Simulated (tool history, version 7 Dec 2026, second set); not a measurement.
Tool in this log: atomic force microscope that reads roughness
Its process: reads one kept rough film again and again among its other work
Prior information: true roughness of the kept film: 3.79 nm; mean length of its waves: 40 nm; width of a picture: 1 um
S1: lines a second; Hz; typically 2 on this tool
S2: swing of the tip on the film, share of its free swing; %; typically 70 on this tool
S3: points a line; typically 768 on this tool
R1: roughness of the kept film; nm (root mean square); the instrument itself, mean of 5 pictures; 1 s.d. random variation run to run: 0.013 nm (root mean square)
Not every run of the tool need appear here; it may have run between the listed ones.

{"run": 1, "hour": 0.0, "S1": 2, "S2": 70, "S3": 768, "R1": 3.161}
{"run": 2, "hour": 50.2, "S1": 2, "S2": 70, "S3": 768, "R1": 3.033}
{"run": 3, "hour": 126.5, "S1": 2, "S2": 70, "S3": 768, "R1": 2.883}
{"hour": 183.9, "done": "new tip fitted"}
{"run": 4, "hour": 195.4, "S1": 2, "S2": 70, "S3": 768, "R1": 3.125}
{"run": 5, "hour": 279.8, "S1": 2, "S2": 77, "S3": 768, "R1": 2.834}
{"run": 6, "hour": 347.9, "S1": 2, "S2": 70, "S3": 768, "R1": 2.799}
{"hour": 364.8, "done": "new tip fitted"}
{"run": 7, "hour": 392.7, "S1": 2, "S2": 70, "S3": 768, "R1": 3.107}
{"run": 8, "hour": 438.9, "S1": 2, "S2": 70, "S3": 768, "R1": 2.984}
{"run": 9, "hour": 526.9, "S1": 3.57, "S2": 71, "S3": 325, "R1": 2.581}
{"hour": 548.0, "done": "new tip fitted"}
{"run": 10, "hour": 580.0, "S1": 3.57, "S2": 71, "S3": 325, "R1": 2.855}
{"hour": 588.6, "done": "height scale calibrated on a step standard"}
{"run": 11, "hour": 660.1, "S1": 0.51, "S2": 86, "S3": 756, "R1": 3.03}
{"hour": 733.0, "done": "new tip fitted"}
{"run": 12, "hour": 744.4, "S1": 1.19, "S2": 68, "S3": 272, "R1": 3.253}
{"run": 13, "hour": 806.7, "S1": 1.57, "S2": 76, "S3": 541, "R1": 3.001}
{"run": 14, "hour": 894.7, "S1": 2, "S2": 86, "S3": 535, "R1": 2.516}
{"hour": 913.2, "done": "new tip fitted"}
{"run": 15, "hour": 936.4, "S1": 3.79, "S2": 65, "S3": 732, "R1": 3.019}

Subtracting, for every run, the result it would have given without the tool's unlogged condition from the measured result gives the following. The same run-to-run variation enters both numbers; the gauge's scatter may not:
Unlogged tool condition in this case: radius of the tip, nm; height scale over the true one, %; drift of the gauge itself on roughness_nm, %.
run=1 R1=+0.006
run=2 R1=-0.119
run=3 R1=-0.278
run=4 R1=-0.03
run=5 R1=-0.208
run=6 R1=-0.356
run=7 R1=-0.059
run=8 R1=-0.176
run=9 R1=-0.339
run=10 R1=-0.058
run=11 R1=-0.24
run=12 R1=+0.013
run=13 R1=-0.134
run=14 R1=-0.294
run=15 R1=-0.025

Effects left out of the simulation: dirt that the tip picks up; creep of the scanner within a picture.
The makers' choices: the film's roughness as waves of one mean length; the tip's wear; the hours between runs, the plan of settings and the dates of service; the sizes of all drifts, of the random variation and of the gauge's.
